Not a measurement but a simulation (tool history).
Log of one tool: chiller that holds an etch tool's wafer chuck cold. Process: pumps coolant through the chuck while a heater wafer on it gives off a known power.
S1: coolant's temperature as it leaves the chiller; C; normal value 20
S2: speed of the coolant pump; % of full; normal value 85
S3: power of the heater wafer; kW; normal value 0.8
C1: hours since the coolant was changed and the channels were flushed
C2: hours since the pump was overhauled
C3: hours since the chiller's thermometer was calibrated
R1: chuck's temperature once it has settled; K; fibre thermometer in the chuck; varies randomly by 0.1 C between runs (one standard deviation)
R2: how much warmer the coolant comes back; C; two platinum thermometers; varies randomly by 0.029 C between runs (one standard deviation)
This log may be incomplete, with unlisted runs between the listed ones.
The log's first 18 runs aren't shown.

run,hour,S1,S2,S3,C1,C2,C3,R1,R2
19,1243.4,16,89,0.611,2912,5060,1212,293.45,1.46
20,1323.1,20,85,1.114,2991,5139,1291,300.85,2.77
21,1375.2,12,85,0.553,3043,5191,1343,289.05,1.39
22,1469,12,85,0.553,3137,5285,1437,289.15,1.38
23,1525,12,70,1.18,3193,5341,1493,295.05,3.6
24,1589,29,76,1.18,3257,5405,1557,311.35,3.33
25,1640.1,17,76,0.856,3308,5456,1608,296.95,2.39
26,1707.6,23,60,0.569,3376,5524,1676,301.95,2.03
27,1792.9,23,60,0.639,3461,5609,1761,302.45,2.31
28,1863.6,28,87,1.069,3532,5680,1832,308.95,2.65
29,1968.6,20,73,0.709,3637,5785,1937,299.05,2.07
30,2017.2,21,77,0.415,3685,5833,1985,297.65,1.2
31,2095,12,77,0.608,3763,5911,2063,290.15,1.77

Each row is a separate what-if for the run after 31, all from the same tool condition, not one after another. Results?
A,2194.3,24,81,0.608,3862,6010,2163,?,?
B,2194.3,25,77,0.608,3862,6010,2163,?,?
C,2194.3,10,77,1.009,3862,6010,2163,?,?
D,2194.3,17,68,1.159,3862,6010,2163,?,?
E,2194.3,13,77,0.424,3862,6010,2163,?,?

run,R1,R2
A,301.95,1.62
B,303.35,1.74
C,291.35,2.84
D,300.75,3.74
E,289.75,1.17
The same runs, with their run-to-run variation unchanged, on a tool lacking any hidden condition would have given:
run,R1,R2
A,300.65,1.39
B,301.95,1.51
C,289.25,2.45
D,298.05,3.24
E,288.65,1.01
